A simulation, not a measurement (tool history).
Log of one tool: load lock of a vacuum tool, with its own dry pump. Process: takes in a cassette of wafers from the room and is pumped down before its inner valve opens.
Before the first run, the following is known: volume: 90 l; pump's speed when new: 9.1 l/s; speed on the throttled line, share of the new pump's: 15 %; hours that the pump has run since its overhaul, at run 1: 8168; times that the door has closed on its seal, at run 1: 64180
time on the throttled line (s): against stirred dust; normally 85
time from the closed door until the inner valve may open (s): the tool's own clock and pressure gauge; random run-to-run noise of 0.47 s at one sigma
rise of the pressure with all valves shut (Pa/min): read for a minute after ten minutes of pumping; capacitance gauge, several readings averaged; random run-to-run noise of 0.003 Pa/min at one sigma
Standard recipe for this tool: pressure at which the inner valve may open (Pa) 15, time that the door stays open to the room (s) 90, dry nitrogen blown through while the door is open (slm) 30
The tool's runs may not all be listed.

run    hour  time on the throttled line (s)  pressure at which the inner valve may open (Pa)  time that the door stays open to the room (s)  dry nitrogen blown through while the door is open (slm)  hours that the pump has run since its overhaul  times that the door has closed on its seal  incoming humidity of the room's air, %  time from the closed door until the inner valve may open (s)  rise of the pressure with all valves shut (Pa/min)
  1     0.0                              85                                               15                                             90                                                       30                                            8168                                       64180                                    46.5                                                         165.8                                               0.303
  2   236.8                              67                                               15                                             90                                                       30                                            8405                                       65356                                    46.1                                                         150.7                                               0.311
  3   617.9                              85                                               15                                             90                                                       30                                            8786                                       67249                                    44.2                                                         167.5                                               0.315
  4  1072.1                              85                                               15                                             90                                                       30                                            9240                                       69506                                    45.5                                                         166.4                                               0.331
  5  1532.7                              85                                               15                                             90                                                       30                                            9701                                       71794                                    48.0                                                         166.9                                               0.353
     1772.4  -- door's seal changed, seat wiped
  6  1936.2                              85                                               15                                             90                                                       30                                           10103                                         814                                    45.4                                                         167.4                                               0.025
  7  2342.8                              85                                               15                                             90                                                       30                                           10510                                        2834                                    46.4                                                         167.8                                               0.032
  8  2871.3                              85                                               15                                             90                                                       30                                           11038                                        5459                                    42.5                                                         167.4                                               0.029
  9  3275.5                              85                                               15                                             90                                                       30                                           11442                                        7467                                    46.3                                                         168.5                                               0.032
 10  3631.0                              85                                               15                                             90                                                       30                                           11798                                        9233                                    45.9                                                         169.0                                               0.038
 11  3884.4                              85                                               15                                             90                                                       35                                           12051                                       10492                                    45.4                                                         168.4                                               0.036
 12  4359.1                              59                                               15                                             90                                                        7                                           12526                                       12850                                    46.0                                                         146.8                                               0.069
 13  4592.6                              82                                               24                                             47                                                       34                                           12759                                       14010                                    45.0                                                         161.0                                               0.037
 14  5097.9                              76                                               13                                             31                                                       32                                           13265                                       16520                                    43.3                                                         162.8                                               0.042
 15  5587.4                              76                                               13                                             31                                                       32                                           13754                                       18952                                    40.0                                                         163.7                                               0.048
     5633.8  -- dry pump taken out, an overhauled one fitted
 16  6086.9                              76                                               16                                             31                                                       17                                             453                                       21404                                    47.4                                                         152.2                                               0.062
 17  6471.6                              92                                               27                                            142                                                       30                                             838                                       23314                                    45.5                                                         160.5                                               0.083
 18  6721.7                              85                                               15                                            175                                                       11                                            1088                                       24557                                    45.2                                                         159.5                                               0.119
 19  7111.6                              85                                               15                                            234                                                       19                                            1478                                       26494                                    45.1                                                         160.6                                               0.114
 20  7633.6                             158                                               15                                             90                                                       16                                            2000                                       29087                                    42.7                                                         222.7                                               0.102
 21  8124.9                              54                                               15                                            237                                                        4                                            2491                                       31527                                    44.7                                                         134.5                                               0.176
 22  8571.3                              54                                               15                                            237                                                        4                                            2937                                       33745                                    45.9                                                         135.2                                               0.195

Here are 5 independent what-if runs from the current tool condition. What would each one return?
  A  9070.2                              85                                               15                                             74                                                       14                                            3436                                       36223                                    42.6                                                             ?                                                   ?
  B  9070.2                             103                                               20                                             90                                                       29                                            3436                                       36223                                    47.0                                                             ?                                                   ?
  C  9070.2                              85                                               15                                             83                                                        5                                            3436                                       36223                                    46.4                                                             ?                                                   ?
  D  9070.2                              54                                               15                                             56                                                        4                                            3436                                       36223                                    44.9                                                             ?                                                   ?
  E  9070.2                              85                                               15                                             90                                                       10                                            3436                                       36223                                    47.5                                                             ?                                                   ?

run  time from the closed door until the inner valve may open (s)  rise of the pressure with all valves shut (Pa/min)
  A                                                         162.1                                               0.133
  B                                                         173.9                                               0.120
  C                                                         161.7                                               0.149
  D                                                         135.7                                               0.144
  E                                                         162.9                                               0.141
Had the tool no hidden state, the same runs would have come out as:
run  time from the closed door until the inner valve may open (s)  rise of the pressure with all valves shut (Pa/min)
  A                                                         160.6                                               0.036
  B                                                         172.5                                               0.022
  C                                                         160.2                                               0.054
  D                                                         134.1                                               0.048
  E                                                         161.3                                               0.043
